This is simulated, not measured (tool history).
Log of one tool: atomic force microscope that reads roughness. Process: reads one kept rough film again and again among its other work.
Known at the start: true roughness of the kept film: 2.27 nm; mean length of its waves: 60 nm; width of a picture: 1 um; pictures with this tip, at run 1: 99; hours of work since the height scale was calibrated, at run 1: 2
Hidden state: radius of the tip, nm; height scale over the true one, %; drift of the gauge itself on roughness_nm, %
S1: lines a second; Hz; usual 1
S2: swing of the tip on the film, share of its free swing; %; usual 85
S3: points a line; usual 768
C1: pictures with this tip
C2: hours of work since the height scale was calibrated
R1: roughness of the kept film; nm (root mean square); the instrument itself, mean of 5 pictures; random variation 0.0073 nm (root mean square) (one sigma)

| run | hour | S1 | S2 | S3 | C1 | C2 | R1 |
|---|---|---|---|---|---|---|---|
| 1 | 0 | 1 | 85 | 768 | 99 | 2 | 1.88 |
| 2 | 9.9 | 1 | 85 | 768 | 113 | 7 | 1.866 |
| 3 | 18.6 | 1 | 85 | 768 | 125 | 11 | 1.847 |
| 4 | 23.3 | 1 | 85 | 768 | 132 | 13 | 1.86 |
| 5 | 34.3 | 1.25 | 85 | 768 | 147 | 18 | 1.789 |
|  | 45.2 | new tip fitted |
| 6 | 45.9 | 1.25 | 64 | 768 | 1 | 23 | 2.094 |
| 7 | 54.7 | 1.25 | 64 | 768 | 13 | 26 | 2.091 |
| 8 | 66.4 | 1 | 85 | 768 | 30 | 32 | 1.92 |
| 9 | 77.5 | 1 | 85 | 768 | 45 | 37 | 1.907 |
| 10 | 87 | 1 | 85 | 768 | 58 | 41 | 1.896 |
| 11 | 92 | 1 | 85 | 768 | 65 | 43 | 1.89 |
| 12 | 102.4 | 1 | 85 | 275 | 79 | 48 | 1.886 |
| 13 | 111.3 | 1 | 85 | 275 | 92 | 52 | 1.878 |
| 14 | 121.1 | 0.8 | 89 | 525 | 105 | 56 | 1.89 |
| 15 | 127.9 | 0.8 | 89 | 525 | 115 | 59 | 1.865 |
| 16 | 139.3 | 3.43 | 85 | 768 | 131 | 64 | 1.416 |
| 17 | 149.7 | 1 | 60 | 768 | 145 | 69 | 2.028 |
| 18 | 154.9 | 1 | 60 | 768 | 152 | 71 | 2.035 |
|  | 162 | new tip fitted |
| 19 | 163.1 | 1 | 60 | 768 | 2 | 75 | 2.153 |
| 20 | 174.3 | 2.6 | 85 | 414 | 17 | 80 | 1.607 |

Measured less the same run without the tool's hidden state. The same run-to-run variation is in both; the gauge's scatter may not be:
| run | R1 |
|---|---|
| 1 | -0.065 |
| 2 | -0.074 |
| 3 | -0.082 |
| 4 | -0.088 |
| 5 | -0.095 |
| 6 | -0.007 |
| 7 | -0.016 |
| 8 | -0.027 |
| 9 | -0.037 |
| 10 | -0.046 |
| 11 | -0.05 |
| 12 | -0.061 |
| 13 | -0.069 |
| 14 | -0.079 |
| 15 | -0.085 |
| 16 | -0.072 |
| 17 | -0.114 |
| 18 | -0.12 |
| 19 | -0.004 |
| 20 | -0.012 |
